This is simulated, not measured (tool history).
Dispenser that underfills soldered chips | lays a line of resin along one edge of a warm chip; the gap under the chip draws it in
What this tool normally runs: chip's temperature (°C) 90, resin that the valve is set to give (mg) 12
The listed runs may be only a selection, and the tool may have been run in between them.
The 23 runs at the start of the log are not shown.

run,day,chip's temperature (°C),resin that the valve is set to give (mg),hours of work since the syringe was changed,hours of work since the valve was cleaned,hours of work since the stage was calibrated,time until the resin shows at the far edge (s),resin that the valve gave (mg)
24,8.546,102,14.6,7,87,397,88.3,14.08
# day 8.738: dispensing valve cleaned and set on the balance
# day 8.867: new syringe of resin
25,8.958,84,13.1,1,3,403,143.9,12.99
26,9.342,77,13.1,7,9,408,264.9,12.97
27,9.562,77,13.1,10,12,411,314.1,13.02
# day 9.629: new syringe of resin
28,10.017,77,15.4,6,18,418,242.6,15.31
29,10.279,104,15.1,9,22,422,91.2,15.05
# day 10.375: new syringe of resin
30,10.808,99,15.1,6,30,429,95.2,14.93
# day 11.138: new syringe of resin
31,11.171,99,14.1,1,35,434,72.7,13.86
32,11.654,99,14.1,8,42,441,103.9,13.83
# day 11.883: new syringe of resin
33,11.971,89,13.7,1,46,446,117.6,13.4
34,12.496,104,13.1,9,54,453,92.6,12.86
# day 12.65: new syringe of resin
35,12.854,101,14.1,3,59,458,75.8,13.71

Branching from run 35: 4 alternative next runs. What would each branch give?
A,13.233,78,12.6,9,64,464,?,?
B,13.233,93,13.3,9,64,464,?,?
C,13.233,78,12.5,9,64,464,?,?
D,13.233,85,12.6,9,64,464,?,?

run,time until the resin shows at the far edge (s),resin that the valve gave (mg)
A,278.1,12.25
B,140.5,12.89
C,277.4,12.16
D,204.3,12.33
With no hidden state in the tool, these same runs would have given:
run,time until the resin shows at the far edge (s),resin that the valve gave (mg)
A,162.2,12.59
B,82.8,13.24
C,161.9,12.49
D,119.7,12.66
